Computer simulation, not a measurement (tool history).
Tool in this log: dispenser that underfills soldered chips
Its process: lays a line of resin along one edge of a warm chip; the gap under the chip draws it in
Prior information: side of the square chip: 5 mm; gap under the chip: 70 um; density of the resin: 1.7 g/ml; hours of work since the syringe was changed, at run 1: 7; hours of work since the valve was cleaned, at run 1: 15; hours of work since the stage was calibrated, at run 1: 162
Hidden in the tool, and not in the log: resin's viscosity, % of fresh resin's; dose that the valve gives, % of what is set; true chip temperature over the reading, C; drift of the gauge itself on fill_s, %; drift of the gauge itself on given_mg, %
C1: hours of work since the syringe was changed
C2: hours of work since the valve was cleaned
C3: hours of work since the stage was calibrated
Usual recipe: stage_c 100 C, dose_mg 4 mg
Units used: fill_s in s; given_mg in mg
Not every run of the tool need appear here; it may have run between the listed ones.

{"run": 1, "hour": 0.0, "stage_c": 100, "dose_mg": 4, "C1": 7, "C2": 15, "C3": 162, "fill_s": 13.9, "given_mg": 3.962}
{"hour": 2.0, "done": "new syringe of resin"}
{"run": 2, "hour": 9.7, "stage_c": 100, "dose_mg": 4.41, "C1": 6, "C2": 22, "C3": 169, "fill_s": 12.5, "given_mg": 4.352}
{"hour": 13.1, "done": "new syringe of resin"}
{"run": 3, "hour": 18.1, "stage_c": 100, "dose_mg": 4, "C1": 4, "C2": 28, "C3": 175, "fill_s": 11.5, "given_mg": 3.919}
{"hour": 24.5, "done": "new syringe of resin"}
{"run": 4, "hour": 27.0, "stage_c": 85, "dose_mg": 4, "C1": 2, "C2": 34, "C3": 181, "fill_s": 19.4, "given_mg": 3.903}
{"run": 5, "hour": 33.5, "stage_c": 100, "dose_mg": 4, "C1": 7, "C2": 39, "C3": 186, "fill_s": 13.4, "given_mg": 3.893}
{"hour": 36.1, "done": "dispensing valve cleaned and set on the balance"}
{"hour": 37.1, "done": "new syringe of resin"}
{"run": 6, "hour": 44.0, "stage_c": 100, "dose_mg": 4, "C1": 5, "C2": 6, "C3": 193, "fill_s": 12.7, "given_mg": 3.992}
{"hour": 48.6, "done": "new syringe of resin"}
{"run": 7, "hour": 51.8, "stage_c": 100, "dose_mg": 4, "C1": 2, "C2": 11, "C3": 199, "fill_s": 11.5, "given_mg": 3.981}
{"run": 8, "hour": 59.1, "stage_c": 100, "dose_mg": 4, "C1": 8, "C2": 17, "C3": 204, "fill_s": 14.2, "given_mg": 3.968}
{"hour": 60.2, "done": "new syringe of resin"}
{"run": 9, "hour": 67.2, "stage_c": 100, "dose_mg": 4, "C1": 5, "C2": 23, "C3": 210, "fill_s": 13.1, "given_mg": 3.939}
{"hour": 71.5, "done": "new syringe of resin"}
{"run": 10, "hour": 73.9, "stage_c": 100, "dose_mg": 4, "C1": 2, "C2": 27, "C3": 215, "fill_s": 10.5, "given_mg": 3.935}
{"hour": 83.1, "done": "new syringe of resin"}
{"run": 11, "hour": 83.8, "stage_c": 100, "dose_mg": 4, "C1": 1, "C2": 34, "C3": 222, "fill_s": 9.9, "given_mg": 3.905}
{"run": 12, "hour": 88.0, "stage_c": 100, "dose_mg": 4, "C1": 4, "C2": 38, "C3": 225, "fill_s": 12.1, "given_mg": 3.902}
{"hour": 93.2, "done": "dispensing valve cleaned and set on the balance"}
{"hour": 95.9, "done": "new syringe of resin"}
{"run": 13, "hour": 97.2, "stage_c": 100, "dose_mg": 4, "C1": 1, "C2": 3, "C3": 231, "fill_s": 10.5, "given_mg": 4.017}
{"run": 14, "hour": 103.8, "stage_c": 100, "dose_mg": 5.13, "C1": 6, "C2": 8, "C3": 236, "fill_s": 12.8, "given_mg": 5.13}
{"hour": 107.5, "done": "new syringe of resin"}
{"run": 15, "hour": 113.4, "stage_c": 100, "dose_mg": 4, "C1": 4, "C2": 15, "C3": 243, "fill_s": 12.3, "given_mg": 3.987}
{"hour": 119.1, "done": "new syringe of resin"}
{"run": 16, "hour": 120.4, "stage_c": 100, "dose_mg": 4, "C1": 1, "C2": 20, "C3": 248, "fill_s": 10.9, "given_mg": 3.969}
{"hour": 130.3, "done": "new syringe of resin"}
{"run": 17, "hour": 130.3, "stage_c": 100, "dose_mg": 4, "C1": 0, "C2": 27, "C3": 255, "fill_s": 10.8, "given_mg": 3.951}
{"run": 18, "hour": 138.8, "stage_c": 100, "dose_mg": 4, "C1": 6, "C2": 33, "C3": 261, "fill_s": 13.4, "given_mg": 3.93}
{"hour": 141.5, "done": "new syringe of resin"}
{"run": 19, "hour": 147.5, "stage_c": 100, "dose_mg": 3.92, "C1": 4, "C2": 39, "C3": 268, "fill_s": 12.6, "given_mg": 3.837}
{"hour": 149.8, "done": "dispensing valve cleaned and set on the balance"}
{"hour": 153.7, "done": "new syringe of resin"}
{"run": 20, "hour": 155.0, "stage_c": 102, "dose_mg": 4.42, "C1": 1, "C2": 4, "C3": 272, "fill_s": 9.8, "given_mg": 4.402}
{"run": 21, "hour": 159.6, "stage_c": 92, "dose_mg": 4.15, "C1": 4, "C2": 7, "C3": 276, "fill_s": 17.6, "given_mg": 4.128}
{"hour": 165.0, "done": "new syringe of resin"}
{"run": 22, "hour": 168.1, "stage_c": 103, "dose_mg": 3.43, "C1": 2, "C2": 13, "C3": 282, "fill_s": 10.6, "given_mg": 3.394}
{"run": 23, "hour": 173.5, "stage_c": 103, "dose_mg": 3.43, "C1": 6, "C2": 17, "C3": 286, "fill_s": 13, "given_mg": 3.382}
{"hour": 176.1, "done": "new syringe of resin"}
{"run": 24, "hour": 179.7, "stage_c": 113, "dose_mg": 4.34, "C1": 3, "C2": 22, "C3": 290, "fill_s": 6.9, "given_mg": 4.253}
{"run": 25, "hour": 184.2, "stage_c": 94, "dose_mg": 4.63, "C1": 6, "C2": 25, "C3": 294, "fill_s": 17.1, "given_mg": 4.53}
{"hour": 187.3, "done": "new syringe of resin"}
{"run": 26, "hour": 193.0, "stage_c": 110, "dose_mg": 4.97, "C1": 4, "C2": 31, "C3": 300, "fill_s": 8.1, "given_mg": 4.852}
{"hour": 199.1, "done": "new syringe of resin"}
{"run": 27, "hour": 200.5, "stage_c": 88, "dose_mg": 3.69, "C1": 1, "C2": 37, "C3": 305, "fill_s": 18, "given_mg": 3.583}
{"hour": 206.9, "done": "dispensing valve cleaned and set on the balance"}
{"run": 28, "hour": 210.3, "stage_c": 88, "dose_mg": 3.69, "C1": 8, "C2": 3, "C3": 312, "fill_s": 24.2, "given_mg": 3.686}
{"hour": 211.4, "done": "new syringe of resin"}
{"run": 29, "hour": 217.4, "stage_c": 86, "dose_mg": 3.46, "C1": 5, "C2": 8, "C3": 317, "fill_s": 24.3, "given_mg": 3.447}
{"hour": 222.8, "done": "new syringe of resin"}
{"run": 30, "hour": 226.8, "stage_c": 107, "dose_mg": 4.97, "C1": 3, "C2": 14, "C3": 324, "fill_s": 8.7, "given_mg": 4.927}
{"run": 31, "hour": 232.1, "stage_c": 98, "dose_mg": 3.64, "C1": 7, "C2": 18, "C3": 328, "fill_s": 15.2, "given_mg": 3.601}
{"hour": 234.3, "done": "new syringe of resin"}
{"run": 32, "hour": 239.5, "stage_c": 100, "dose_mg": 3.73, "C1": 4, "C2": 24, "C3": 333, "fill_s": 12.6, "given_mg": 3.669}
{"run": 33, "hour": 243.5, "stage_c": 87, "dose_mg": 5.16, "C1": 7, "C2": 27, "C3": 336, "fill_s": 24, "given_mg": 5.073}
{"hour": 245.7, "done": "new syringe of resin"}
{"run": 34, "hour": 250.0, "stage_c": 104, "dose_mg": 4.59, "C1": 3, "C2": 31, "C3": 341, "fill_s": 9.9, "given_mg": 4.495}
{"run": 35, "hour": 255.8, "stage_c": 104, "dose_mg": 4.59, "C1": 8, "C2": 36, "C3": 345, "fill_s": 11.8, "given_mg": 4.47}
{"hour": 256.8, "done": "new syringe of resin"}
{"hour": 263.9, "done": "dispensing valve cleaned and set on the balance"}
{"run": 36, "hour": 265.6, "stage_c": 109, "dose_mg": 3.74, "C1": 6, "C2": 1, "C3": 351, "fill_s": 9.4, "given_mg": 3.753}

Here are 3 independent what-if runs from the current tool condition. What would each one return?
{"hour": 269.1, "done": "new syringe of resin"}
{"run": "A", "hour": 270.6, "stage_c": 93, "dose_mg": 4.04, "C1": 1, "C2": 5, "C3": 355, "fill_s": "?", "given_mg": "?"}
{"hour": 269.1, "done": "new syringe of resin"}
{"run": "B", "hour": 270.6, "stage_c": 109, "dose_mg": 3.96, "C1": 1, "C2": 5, "C3": 355, "fill_s": "?", "given_mg": "?"}
{"hour": 269.1, "done": "new syringe of resin"}
{"run": "C", "hour": 270.6, "stage_c": 101, "dose_mg": 3.43, "C1": 1, "C2": 5, "C3": 355, "fill_s": "?", "given_mg": "?"}

run=A fill_s=14.2 given_mg=4.046
run=B fill_s=8.2 given_mg=3.965
run=C fill_s=10.7 given_mg=3.425
Stripped of hidden state, with their random variation kept, the same runs would have yielded:
run=A fill_s=12.9 given_mg=4.046
run=B fill_s=7.6 given_mg=3.965
run=C fill_s=9.6 given_mg=3.425
